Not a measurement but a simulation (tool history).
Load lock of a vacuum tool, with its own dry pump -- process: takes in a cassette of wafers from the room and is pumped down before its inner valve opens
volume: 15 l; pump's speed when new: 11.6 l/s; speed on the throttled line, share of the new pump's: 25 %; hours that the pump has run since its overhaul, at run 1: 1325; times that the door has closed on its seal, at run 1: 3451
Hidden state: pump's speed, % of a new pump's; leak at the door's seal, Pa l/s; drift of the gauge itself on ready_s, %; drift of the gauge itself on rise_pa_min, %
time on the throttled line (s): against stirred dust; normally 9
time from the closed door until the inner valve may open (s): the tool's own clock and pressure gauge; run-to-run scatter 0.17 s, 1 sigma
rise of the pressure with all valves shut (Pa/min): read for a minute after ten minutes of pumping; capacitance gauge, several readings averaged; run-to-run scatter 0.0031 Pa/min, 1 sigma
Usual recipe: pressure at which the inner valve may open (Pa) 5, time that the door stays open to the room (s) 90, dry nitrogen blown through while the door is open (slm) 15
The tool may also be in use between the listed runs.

run,hour,time on the throttled line (s),pressure at which the inner valve may open (Pa),time that the door stays open to the room (s),dry nitrogen blown through while the door is open (slm),hours that the pump has run since its overhaul,times that the door has closed on its seal,"incoming humidity of the room's air, %",time from the closed door until the inner valve may open (s),rise of the pressure with all valves shut (Pa/min)
1,0,9,5,90,15,1325,3451,48.5,20.1,0.083
2,123,9,5,90,15,1448,3660,45.8,19.9,0.081
3,225.7,9,5,90,15,1550,3834,46.5,20,0.081
4,354.6,9,5,90,15,1679,4053,48.3,19.8,0.081
5,479.8,9,5,90,4,1804,4266,43.5,20.1,0.114
6,573.5,9,5,90,4,1898,4425,43.3,20.3,0.121
7,693.8,9,5,90,15,2018,4629,49,19.8,0.078
8,770.1,9,5,90,15,2095,4759,44.4,20.1,0.08
9,889.7,9,5,90,15,2214,4962,42.8,19.8,0.079
10,971.2,9,5,90,15,2296,5100,46.4,20.3,0.082
11,1071.9,9,5,90,15,2396,5271,48.8,19.9,0.084
12,1134.4,9,5,90,15,2459,5378,43,20.1,0.081
13,1192.2,9,5,90,15,2517,5476,44.2,20.1,0.078
14,1303.7,9,5,90,15,2628,5665,44.3,20.2,0.075
15,1358.2,9,5,90,15,2683,5758,47.8,20,0.077
16,1467.7,9,5,90,15,2792,5944,45.8,20.1,0.084
17,1580.9,9,5,90,15,2905,6136,49,20.2,0.088
18,1675.5,9,5,90,15,3000,6297,42.2,20.1,0.075
19,1770.4,9,5,90,15,3095,6458,44.9,20.2,0.073
20,1865.3,9,5,90,15,3190,6619,42.9,20.1,0.076
21,1923.5,9,7,60,15,3248,6718,44.7,19.7,0.068
22,1995,9,7,60,15,3320,6840,46.4,19.9,0.074
23,2124.8,8,6,104,6,3449,7060,45.7,19.1,0.122
24,2228.3,8,6,104,6,3553,7236,43.6,19.1,0.117
25,2345.7,6,6,69,9,3670,7435,44.4,17.9,0.086
26,2458.3,6,6,69,9,3783,7627,42,17.7,0.087
27,2545.1,7,9,90,13,3870,7774,47.5,17.9,0.093
28,2671.9,7,9,90,13,3996,7990,46.1,18.1,0.083

Run 29 comes next. What will it give?
29,2758,4,8,67,27,4083,8136,46.9,?,?

For run 29 the tool returned time from the closed door until the inner valve may open (s) 16, rise of the pressure with all valves shut (Pa/min) 0.058.
On a tool with no hidden condition, and with the same random variation, this run would have come out at time from the closed door until the inner valve may open (s) 15.4, rise of the pressure with all valves shut (Pa/min) 0.051.

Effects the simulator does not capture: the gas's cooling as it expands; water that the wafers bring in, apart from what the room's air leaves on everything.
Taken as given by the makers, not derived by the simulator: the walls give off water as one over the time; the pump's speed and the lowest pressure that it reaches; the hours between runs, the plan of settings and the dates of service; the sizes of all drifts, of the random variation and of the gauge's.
